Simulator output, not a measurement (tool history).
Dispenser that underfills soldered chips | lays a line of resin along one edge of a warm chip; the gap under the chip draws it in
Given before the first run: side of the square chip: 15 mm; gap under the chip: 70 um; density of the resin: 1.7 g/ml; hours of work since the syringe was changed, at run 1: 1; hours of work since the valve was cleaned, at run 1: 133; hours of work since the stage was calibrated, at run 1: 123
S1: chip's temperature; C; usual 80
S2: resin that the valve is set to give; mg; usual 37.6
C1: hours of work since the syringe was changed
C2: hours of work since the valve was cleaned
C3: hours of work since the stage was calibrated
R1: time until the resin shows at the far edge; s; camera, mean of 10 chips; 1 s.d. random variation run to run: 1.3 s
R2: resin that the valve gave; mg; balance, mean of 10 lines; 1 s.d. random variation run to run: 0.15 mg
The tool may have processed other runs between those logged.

run 1 hour=0.0 | S1=80 S2=37.6 | C1=1 C2=133 C3=123 | R1=140.8 R2=34.69
run 2 hour=3.4 | S1=80 S2=37.6 | C1=4 C2=135 C3=126 | R1=157.9 R2=34.50
-- hour=9.1 new syringe of resin
run 3 hour=9.3 | S1=80 S2=37.6 | C1=0 C2=139 C3=129 | R1=127.1 R2=34.25
run 4 hour=15.4 | S1=80 S2=37.6 | C1=4 C2=143 C3=134 | R1=163.1 R2=34.15
-- hour=18.2 dispensing valve cleaned and set on the balance
-- hour=21.4 new syringe of resin
run 5 hour=24.2 | S1=80 S2=43.6 | C1=2 C2=4 C3=139 | R1=136.7 R2=43.30
-- hour=32.5 new syringe of resin
run 6 hour=32.8 | S1=72 S2=40.5 | C1=0 C2=10 C3=144 | R1=170.2 R2=40.52
run 7 hour=40.0 | S1=72 S2=40.5 | C1=5 C2=14 C3=149 | R1=218.0 R2=40.03
-- hour=43.6 new syringe of resin
run 8 hour=48.1 | S1=66 S2=37.6 | C1=3 C2=20 C3=155 | R1=244.8 R2=37.33
run 9 hour=53.5 | S1=95 S2=32.2 | C1=7 C2=24 C3=158 | R1=116.1 R2=31.92
-- hour=55.0 new syringe of resin
run 10 hour=59.0 | S1=72 S2=32.2 | C1=3 C2=27 C3=162 | R1=199.7 R2=31.60

Forecast each of these 4 alternatives for the next run:
run A hour=65.5 | S1=74 S2=37.9 | C1=7 C2=32 C3=166 | R1=? R2=?
run B hour=65.5 | S1=69 S2=32.7 | C1=7 C2=32 C3=166 | R1=? R2=?
run C hour=65.5 | S1=80 S2=43.3 | C1=7 C2=32 C3=166 | R1=? R2=?
run D hour=65.5 | S1=78 S2=39.8 | C1=7 C2=32 C3=166 | R1=? R2=?

run=A R1=226.3 R2=36.75
run=B R1=287.9 R2=32.00
run=C R1=180.2 R2=42.52
run=D R1=193.4 R2=38.87
Take away the tool's hidden state, keep each run's random variation, and the runs would have read:
run=A R1=156.0 R2=37.50
run=B R1=198.0 R2=32.65
run=C R1=124.7 R2=43.38
run=D R1=133.5 R2=39.66
